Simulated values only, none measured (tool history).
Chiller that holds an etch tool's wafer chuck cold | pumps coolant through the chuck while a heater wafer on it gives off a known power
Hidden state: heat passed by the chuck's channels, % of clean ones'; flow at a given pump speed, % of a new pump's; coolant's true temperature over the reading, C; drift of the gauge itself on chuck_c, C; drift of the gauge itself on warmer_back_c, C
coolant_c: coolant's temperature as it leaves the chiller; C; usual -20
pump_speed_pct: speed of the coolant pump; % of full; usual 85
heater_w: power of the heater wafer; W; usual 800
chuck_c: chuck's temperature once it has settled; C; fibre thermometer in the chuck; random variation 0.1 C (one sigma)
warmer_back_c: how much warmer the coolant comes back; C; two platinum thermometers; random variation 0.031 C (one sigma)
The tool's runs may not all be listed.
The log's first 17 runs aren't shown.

run    hour  coolant_c  pump_speed_pct  heater_w  hours since the coolant was changed and the channels were flushed  hours since the pump was overhauled  hours since the chiller's thermometer was calibrated  chuck_c  warmer_back_c
 18   695.9        -27              71       608                                                               1685                                 2016                                                   822    -21.2           2.92
 19   722.6        -19              89       800                                                               1712                                 2043                                                   849    -12.5           3.09
      728.4  -- chiller's thermometer calibrated
 20   753.9        -19              89       800                                                               1742                                 2073                                                    25    -12.5           3.05
 21   806.7        -26              89       798                                                               1795                                 2126                                                    78    -19.5           3.06
      834.4  -- chiller's thermometer calibrated, once more
 22   851.9        -30              64       796                                                               1839                                 2170                                                    18      -22            4.2
 23   885.2        -30              64       796                                                               1873                                 2203                                                    51    -21.8           4.16
 24   942.1        -19              64       796                                                               1930                                 2260                                                   108    -10.7           4.21
 25   980.6        -20              85       488                                                               1968                                 2299                                                   146      -16            1.9
 26    1025        -12              85      1139                                                               2012                                 2343                                                   191     -2.7           4.53
 27  1071.9        -12              85      1139                                                               2059                                 2390                                                   238     -2.3           4.56
 28  1102.7        -12              85      1139                                                               2090                                 2421                                                   268     -2.4           4.55

Run 29 comes next. What will it give?
 29  1139.4        -12              85      1139                                                               2127                                 2457                                                   305        ?              ?

Run 29 gave chuck_c -2.5 C, warmer_back_c 4.57 C.
Without the tool's hidden state the same run would have given chuck_c -2.8 C, warmer_back_c 4.44 C.
